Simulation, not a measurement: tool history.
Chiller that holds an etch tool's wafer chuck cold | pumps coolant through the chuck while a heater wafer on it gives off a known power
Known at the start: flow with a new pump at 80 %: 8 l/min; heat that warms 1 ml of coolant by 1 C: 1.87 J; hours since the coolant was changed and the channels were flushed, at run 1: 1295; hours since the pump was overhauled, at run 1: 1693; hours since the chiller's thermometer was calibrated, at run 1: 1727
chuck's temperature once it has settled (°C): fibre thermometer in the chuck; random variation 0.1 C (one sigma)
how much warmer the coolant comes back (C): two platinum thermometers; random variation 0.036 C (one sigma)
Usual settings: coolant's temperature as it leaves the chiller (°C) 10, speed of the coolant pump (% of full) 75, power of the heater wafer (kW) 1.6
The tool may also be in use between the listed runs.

run,hour,coolant's temperature as it leaves the chiller (°C),speed of the coolant pump (% of full),power of the heater wafer (kW),hours since the coolant was changed and the channels were flushed,hours since the pump was overhauled,hours since the chiller's thermometer was calibrated,chuck's temperature once it has settled (°C),how much warmer the coolant comes back (C)
1,0,10,75,1.6,1295,1693,1727,25.3,7.29
2,19.9,10,75,1.6,1315,1713,1747,25.4,7.31
3,40.4,10,75,1.6,1336,1733,1767,25.5,7.31
4,67.6,10,75,1.6,1363,1760,1794,25.5,7.29
5,92,10,75,1.199,1387,1785,1819,21.8,5.39
6,105.9,10,80,1.6,1401,1799,1833,24.6,6.82
7,119.9,10,80,1.535,1415,1813,1847,24,6.45
8,137.8,10,80,1.535,1433,1831,1865,23.9,6.54
9,163.2,10,75,1.6,1458,1856,1890,25.7,7.35
10,192.5,10,75,0.991,1488,1885,1919,19.7,4.58
11,223.2,10,75,0.991,1518,1916,1950,19.8,4.51
12,239.6,10,75,0.991,1535,1932,1966,19.8,4.58
13,270.2,10,75,0.991,1565,1963,1997,19.7,4.51
14,296.8,10,75,0.991,1592,1990,2024,19.7,4.55
15,323.9,18,75,1.6,1619,2017,2051,33.8,7.33
16,338.4,11,75,1.6,1634,2031,2065,26.9,7.38
17,366.5,5,85,1.6,1662,2059,2093,19.2,6.33
# hour 374.3: coolant pump overhauled
18,390.1,5,85,1.6,1680,16,2112,19.5,6.66
19,419.5,5,85,1.6,1710,45,2141,19.6,6.64
20,448.3,5,85,1.6,1738,74,2170,19.7,6.66
# hour 465.1: coolant pump overhauled, once more
21,482.4,10,75,1.6,1767,17,2199,25.1,6.99
22,507.2,3,73,1.6,1792,42,2224,18.6,7.19
23,530.1,19,76,1.6,1815,65,2247,34.1,6.91
24,556.6,19,76,1.6,1842,91,2273,34.2,6.83
25,588.1,4,68,1.229,1873,123,2305,16.9,5.99
26,601.8,4,68,1.229,1887,137,2319,17,6
27,615.4,11,90,1.419,1901,150,2332,22.6,5.05
28,634.6,14,68,1.915,1920,170,2351,34.3,9.35
29,650.8,14,68,1.915,1936,186,2368,34.1,9.41
30,665.5,14,68,1.915,1951,200,2382,34.2,9.37
31,681.2,14,68,1.915,1966,216,2398,34.5,9.45
32,697.7,15,92,1.941,1983,233,2414,30.7,6.72

Measured less the same run without the tool's hidden state. The same run-to-run variation is in both; the gauge's scatter may not be:
The hidden state here: heat passed by the chuck's channels, % of clean ones'; flow at a given pump speed, % of a new pump's; coolant's true temperature over the reading, C; drift of the gauge itself on chuck_c, C; drift of the gauge itself on warmer_back_c, C.
run,chuck's temperature once it has settled (°C),how much warmer the coolant comes back (C)
1,+1.6,+0.35
2,+1.6,+0.36
3,+1.7,+0.37
4,+1.7,+0.38
5,+1.4,+0.28
6,+1.7,+0.36
7,+1.6,+0.35
8,+1.6,+0.35
9,+1.8,+0.4
10,+1.2,+0.25
11,+1.3,+0.25
12,+1.3,+0.26
13,+1.3,+0.26
14,+1.3,+0.27
15,+2,+0.44
16,+2,+0.45
17,+1.8,+0.39
18,+2.4,+0.68
19,+2.5,+0.68
20,+2.5,+0.7
21,+1.5,+0.08
22,+1.6,+0.09
23,+1.5,+0.09
24,+1.5,+0.1
25,+1.4,+0.1
26,+1.4,+0.09
27,+1.3,+0.08
28,+2.1,+0.15
29,+2.1,+0.16
30,+2.2,+0.16
31,+2.1,+0.17
32,+1.7,+0.13

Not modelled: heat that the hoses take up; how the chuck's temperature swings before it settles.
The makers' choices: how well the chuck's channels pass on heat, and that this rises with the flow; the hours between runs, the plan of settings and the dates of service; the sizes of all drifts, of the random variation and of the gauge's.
